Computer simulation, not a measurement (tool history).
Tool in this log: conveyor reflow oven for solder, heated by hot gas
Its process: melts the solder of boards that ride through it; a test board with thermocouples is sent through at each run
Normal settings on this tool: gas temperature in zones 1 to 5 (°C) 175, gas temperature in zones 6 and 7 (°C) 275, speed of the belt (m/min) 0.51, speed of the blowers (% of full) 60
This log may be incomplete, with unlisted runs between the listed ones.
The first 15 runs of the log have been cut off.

run,day,gas temperature in zones 1 to 5 (°C),gas temperature in zones 6 and 7 (°C),speed of the belt (m/min),speed of the blowers (% of full),highest temperature of the board (°C),time above the solder's melting point (s)
16,27.8,160,273,0.536,60,258.5,68.2
# day 30.129: belt drive overhauled, speed set with a stopwatch
17,30.129,175,287,0.508,60,275,87.7
18,32.467,163,290,0.51,60,276.9,83.6
# day 34.233: flux residue cleaned out of gas plates and filters
19,34.975,163,290,0.51,60,277.2,83.8
20,36.583,160,290,0.51,74,279.2,84.3
21,37.675,160,290,0.51,74,280.4,85.7
22,39.188,160,290,0.51,74,279.7,84.8
23,40.15,160,290,0.51,74,279.3,83.8
24,41.683,160,290,0.51,74,279.8,84.4
25,43.771,189,290,0.51,55,278.6,94.3
26,44.788,189,290,0.569,50,273.5,82.1
27,46.617,175,283,0.548,60,268.8,78.2
28,48.15,175,283,0.548,60,269.8,77.6
# day 50.571: flux residue cleaned out of gas plates and filters
29,50.571,175,283,0.548,60,269.1,78.3
30,51.596,181,265,0.49,75,258.4,85.5

Predict each of these 3 candidate next runs independently; none follows another, all start after run 30:
A,53.925,175,264,0.468,60,?,?
B,53.925,169,277,0.49,75,?,?
C,53.925,179,275,0.51,60,?,?

run,highest temperature of the board (°C),time above the solder's melting point (s)
A,256.1,83.5
B,268.8,86.2
C,264.7,83.8
Without the tool's hidden state the same runs would have given:
run,highest temperature of the board (°C),time above the solder's melting point (s)
A,256,83.4
B,268.7,86.1
C,264.6,83.6
